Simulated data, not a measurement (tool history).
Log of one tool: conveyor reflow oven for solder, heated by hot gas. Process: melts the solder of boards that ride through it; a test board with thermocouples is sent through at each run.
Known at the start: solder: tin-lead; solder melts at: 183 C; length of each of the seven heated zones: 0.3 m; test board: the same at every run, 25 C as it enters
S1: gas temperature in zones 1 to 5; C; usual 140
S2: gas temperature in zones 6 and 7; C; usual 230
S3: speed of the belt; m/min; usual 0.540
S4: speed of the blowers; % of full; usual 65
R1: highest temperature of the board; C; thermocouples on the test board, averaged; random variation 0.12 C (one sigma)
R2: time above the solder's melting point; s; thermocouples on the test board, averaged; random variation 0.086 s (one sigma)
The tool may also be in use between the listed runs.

| run | hour | S1 | S2 | S3 | S4 | R1 | R2 |
|---|---|---|---|---|---|---|---|
| 1 | 0.0 | 140 | 230 | 0.540 | 65 | 211.9 | 46.25 |
| 2 | 10.6 | 140 | 230 | 0.540 | 65 | 211.7 | 46.11 |
| 3 | 21.3 | 140 | 230 | 0.540 | 65 | 211.8 | 46.06 |
| 4 | 41.3 | 140 | 230 | 0.540 | 65 | 211.6 | 46.03 |
| 5 | 52.5 | 140 | 230 | 0.540 | 65 | 211.6 | 46.03 |
| 6 | 70.7 | 152 | 230 | 0.540 | 65 | 213.8 | 52.23 |
| 7 | 83.8 | 140 | 230 | 0.540 | 50 | 207.7 | 41.98 |
| 8 | 96.4 | 140 | 230 | 0.540 | 50 | 207.7 | 41.88 |
| 9 | 112.1 | 140 | 230 | 0.540 | 65 | 211.4 | 45.85 |
| 10 | 121.9 | 140 | 230 | 0.540 | 65 | 211.3 | 45.87 |
| 11 | 136.3 | 140 | 230 | 0.540 | 65 | 211.3 | 45.82 |
| 12 | 154.2 | 140 | 230 | 0.540 | 65 | 211.4 | 45.72 |
| 13 | 162.6 | 140 | 230 | 0.540 | 65 | 211.2 | 45.85 |
| 14 | 174.4 | 140 | 230 | 0.540 | 65 | 211.0 | 45.80 |
| 15 | 190.6 | 146 | 235 | 0.550 | 86 | 219.7 | 53.45 |
| 16 | 205.4 | 146 | 235 | 0.550 | 86 | 219.6 | 53.07 |
| 17 | 225.2 | 140 | 228 | 0.540 | 50 | 205.6 | 39.88 |
| 18 | 236.8 | 140 | 228 | 0.542 | 50 | 205.5 | 39.77 |
| 19 | 246.5 | 146 | 219 | 0.458 | 86 | 209.5 | 57.57 |
| 20 | 255.6 | 140 | 230 | 0.480 | 67 | 214.8 | 55.56 |
| 21 | 266.1 | 140 | 232 | 0.480 | 65 | 216.3 | 56.52 |
| 22 | 286.5 | 132 | 232 | 0.438 | 65 | 217.6 | 60.72 |
|  | 305.7 | flux residue cleaned out of gas plates and filters |
| 23 | 309.5 | 132 | 222 | 0.438 | 65 | 209.5 | 54.51 |
| 24 | 321.3 | 140 | 220 | 0.540 | 65 | 203.6 | 39.40 |
| 25 | 333.4 | 144 | 230 | 0.540 | 70 | 213.8 | 49.80 |
| 26 | 342.0 | 144 | 230 | 0.540 | 70 | 213.9 | 49.68 |
| 27 | 351.8 | 144 | 230 | 0.540 | 70 | 213.8 | 49.64 |

5 ways to go on from here, each from the tool as it stands after run 27. What would each give?
| A | 370.8 | 140 | 230 | 0.587 | 65 | ? | ? |
| B | 370.8 | 140 | 237 | 0.540 | 65 | ? | ? |
| C | 370.8 | 128 | 226 | 0.540 | 58 | ? | ? |
| D | 370.8 | 140 | 230 | 0.540 | 57 | ? | ? |
| E | 370.8 | 144 | 230 | 0.640 | 70 | ? | ? |

| run | R1 | R2 |
|---|---|---|
| A | 209.2 | 40.37 |
| B | 218.1 | 51.11 |
| C | 204.6 | 36.06 |
| D | 210.2 | 44.78 |
| E | 208.2 | 36.95 |
Without the tool's hidden state the same runs would have given:
| run | R1 | R2 |
|---|---|---|
| A | 210.5 | 41.37 |
| B | 219.5 | 51.93 |
| C | 206.0 | 37.35 |
| D | 211.6 | 45.83 |
| E | 209.5 | 37.90 |
